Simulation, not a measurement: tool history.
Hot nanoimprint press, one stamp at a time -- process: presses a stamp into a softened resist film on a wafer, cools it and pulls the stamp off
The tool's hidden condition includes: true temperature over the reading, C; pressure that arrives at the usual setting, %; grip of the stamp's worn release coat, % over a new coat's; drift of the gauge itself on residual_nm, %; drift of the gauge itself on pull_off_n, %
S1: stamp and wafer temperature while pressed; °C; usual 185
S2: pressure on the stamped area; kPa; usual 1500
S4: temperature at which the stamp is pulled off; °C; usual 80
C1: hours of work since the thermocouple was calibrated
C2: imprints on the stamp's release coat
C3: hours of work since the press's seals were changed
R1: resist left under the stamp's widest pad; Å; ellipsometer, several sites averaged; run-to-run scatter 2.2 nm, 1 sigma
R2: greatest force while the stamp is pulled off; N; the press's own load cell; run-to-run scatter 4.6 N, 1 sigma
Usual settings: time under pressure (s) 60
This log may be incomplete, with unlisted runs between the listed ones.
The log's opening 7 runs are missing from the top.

Run 8, day 1.742: usual settings but S1 177 °C; C1 213; C2 215; C3 98. Result: R1 4977 Å, R2 224 N.
Run 9, day 2.112: usual settings; C1 220; C2 236; C3 105. Result: R1 3877 Å, R2 219 N.
Run 10, day 2.462: usual settings; C1 226; C2 257; C3 112. Result: R1 3838 Å, R2 225 N.
Run 11, day 2.754: usual settings; C1 232; C2 273; C3 117. Result: R1 3876 Å, R2 225 N.
Run 12, day 3.125: usual settings; C1 239; C2 295; C3 124. Result: R1 3859 Å, R2 226 N.
Run 13, day 3.467: usual settings; C1 245; C2 314; C3 130. Result: R1 3846 Å, R2 221 N.
Run 14, day 3.638: usual settings but S4 87 °C; C1 248; C2 324; C3 133. Result: R1 3848 Å, R2 190 N.
Run 15, day 4.054: usual settings but S4 87 °C; C1 256; C2 348; C3 141. Result: R1 3844 Å, R2 186 N.
Run 16, day 4.358: usual settings but time under pressure (s) 68; C1 261; C2 365; C3 147. Result: R1 3717 Å, R2 226 N.
Run 17, day 4.596: usual settings but time under pressure (s) 56; C1 266; C2 379; C3 151. Result: R1 3998 Å, R2 227 N.
Run 18, day 4.792: usual settings but time under pressure (s) 56; C1 269; C2 390; C3 155. Result: R1 3956 Å, R2 226 N.
Run 19, day 5.146: usual settings but S1 178 °C, S2 2260 kPa; C1 276; C2 410; C3 161. Result: R1 4288 Å, R2 228 N.
Run 20, day 5.362: usual settings but S1 178 °C, S2 2260 kPa; C1 280; C2 423; C3 165. Result: R1 4321 Å, R2 230 N.
Run 21, day 5.638: usual settings but S1 190 °C, S2 1150 kPa, time under pressure (s) 49, S4 67 °C; C1 285; C2 439; C3 170. Result: R1 3881 Å, R2 307 N.
Run 22, day 5.817: usual settings but time under pressure (s) 67; C1 288; C2 449; C3 174. Result: R1 3715 Å, R2 224 N.
Run 23, day 6.054: usual settings but S1 182 °C, S2 1750 kPa; C1 293; C2 463; C3 178. Result: R1 4115 Å, R2 221 N.
Run 24, day 6.271: usual settings but S2 1200 kPa, time under pressure (s) 115; C1 297; C2 475; C3 182. Result: R1 3311 Å, R2 231 N.
Run 25, day 6.654: usual settings but S1 189 °C, S2 990 kPa, time under pressure (s) 115; C1 304; C2 497; C3 189. Result: R1 3079 Å, R2 219 N.
Run 26, day 6.921: usual settings but S1 174 °C, S2 1250 kPa, time under pressure (s) 98; C1 309; C2 512; C3 194. Result: R1 5015 Å, R2 228 N.
Run 27, day 7.308: usual settings but S1 195 °C, S2 1460 kPa, time under pressure (s) 92, S4 79 °C; C1 316; C2 535; C3 201. Result: R1 2257 Å, R2 227 N.
Run 28, day 7.479: usual settings but S1 176 °C, S2 2380 kPa, time under pressure (s) 38, S4 75 °C; C1 319; C2 544; C3 204. Result: R1 5088 Å, R2 246 N.
Run 29, day 7.817: usual settings but S1 176 °C, S2 2150 kPa, time under pressure (s) 38, S4 78 °C; C1 325; C2 564; C3 211. Result: R1 5271 Å, R2 228 N.
Run 30, day 8.204: usual settings but S1 176 °C, S2 2150 kPa, time under pressure (s) 38, S4 78 °C; C1 333; C2 586; C3 218. Result: R1 5253 Å, R2 230 N.
At day 8.433: plate thermocouple calibrated.
Run 31, day 8.542: usual settings but S2 2280 kPa; C1 2; C2 598; C3 222. Result: R1 3276 Å, R2 224 N.

Below are 3 alternative next runs, each starting from the tool's condition after run 31. Predict each:
Run A, day 8.767: usual settings but S2 1290 kPa, time under pressure (s) 49, S4 77 °C; C1 6; C2 611; C3 226. Result: R1 ?, R2 ?.
Run B, day 8.767: usual settings but S2 1780 kPa; C1 6; C2 611; C3 226. Result: R1 ?, R2 ?.
Run C, day 8.767: usual settings but S4 75 °C; C1 6; C2 611; C3 226. Result: R1 ?, R2 ?.

run    R1   R2
  A  4349  238
  B  3628  224
  C  3882  245
Without the tool's unlogged condition, the same runs would have read:
run    R1   R2
  A  4350  237
  B  3629  224
  C  3882  244
